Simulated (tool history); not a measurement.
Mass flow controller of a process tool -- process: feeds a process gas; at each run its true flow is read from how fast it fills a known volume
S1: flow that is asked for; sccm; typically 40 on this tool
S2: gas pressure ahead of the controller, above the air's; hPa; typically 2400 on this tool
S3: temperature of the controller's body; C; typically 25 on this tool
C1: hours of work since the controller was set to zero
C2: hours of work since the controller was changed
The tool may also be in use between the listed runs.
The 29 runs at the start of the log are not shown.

run 30 day=186.658 | S1=37 S2=1610 S3=37 | C1=351 C2=2807 | true_flow_(%)=96.77
run 31 day=193.254 | S1=37 S2=1610 S3=37 | C1=411 C2=2867 | true_flow_(%)=96.80
run 32 day=200.438 | S1=37 S2=1610 S3=37 | C1=477 C2=2932 | true_flow_(%)=96.79
run 33 day=204.700 | S1=40 S2=2400 S3=32 | C1=516 C2=2971 | true_flow_(%)=97.44
run 34 day=212.050 | S1=10 S2=2180 S3=24 | C1=582 C2=3038 | true_flow_(%)=96.47
run 35 day=217.350 | S1=21 S2=2500 S3=24 | C1=631 C2=3086 | true_flow_(%)=97.26
run 36 day=223.125 | S1=6 S2=2790 S3=32 | C1=683 C2=3139 | true_flow_(%)=95.57
run 37 day=231.392 | S1=35 S2=2790 S3=32 | C1=758 C2=3214 | true_flow_(%)=97.33
run 38 day=239.625 | S1=35 S2=2790 S3=32 | C1=833 C2=3289 | true_flow_(%)=97.17
run 39 day=246.779 | S1=40 S2=2350 S3=21 | C1=898 C2=3354 | true_flow_(%)=98.08
run 40 day=251.946 | S1=40 S2=2350 S3=21 | C1=945 C2=3401 | true_flow_(%)=98.06
run 41 day=259.879 | S1=10 S2=1730 S3=35 | C1=1018 C2=3473 | true_flow_(%)=94.94
run 42 day=266.550 | S1=25 S2=2410 S3=21 | C1=1078 C2=3534 | true_flow_(%)=97.35
run 43 day=273.333 | S1=25 S2=1480 S3=22 | C1=1140 C2=3596 | true_flow_(%)=96.92
run 44 day=277.329 | S1=25 S2=1930 S3=23 | C1=1176 C2=3632 | true_flow_(%)=96.85
run 45 day=281.817 | S1=25 S2=1930 S3=23 | C1=1217 C2=3673 | true_flow_(%)=96.88
run 46 day=289.800 | S1=25 S2=1930 S3=23 | C1=1290 C2=3745 | true_flow_(%)=96.90
run 47 day=297.767 | S1=25 S2=1930 S3=23 | C1=1362 C2=3818 | true_flow_(%)=96.82

3 options for the next run, each taken on its own from the tool as it stands now. Forecast them:
run A day=304.112 | S1=40 S2=2400 S3=33 | C1=1420 C2=3876 | true_flow_(%)=?
run B day=304.112 | S1=6 S2=1880 S3=30 | C1=1420 C2=3876 | true_flow_(%)=?
run C day=304.112 | S1=25 S2=2140 S3=23 | C1=1420 C2=3876 | true_flow_(%)=?

run=A true_flow_(%)=96.84
run=B true_flow_(%)=94.21
run=C true_flow_(%)=96.86
Without the tool's unlogged condition, the same runs would have read:
run=A true_flow_(%)=98.98
run=B true_flow_(%)=97.54
run=C true_flow_(%)=99.13
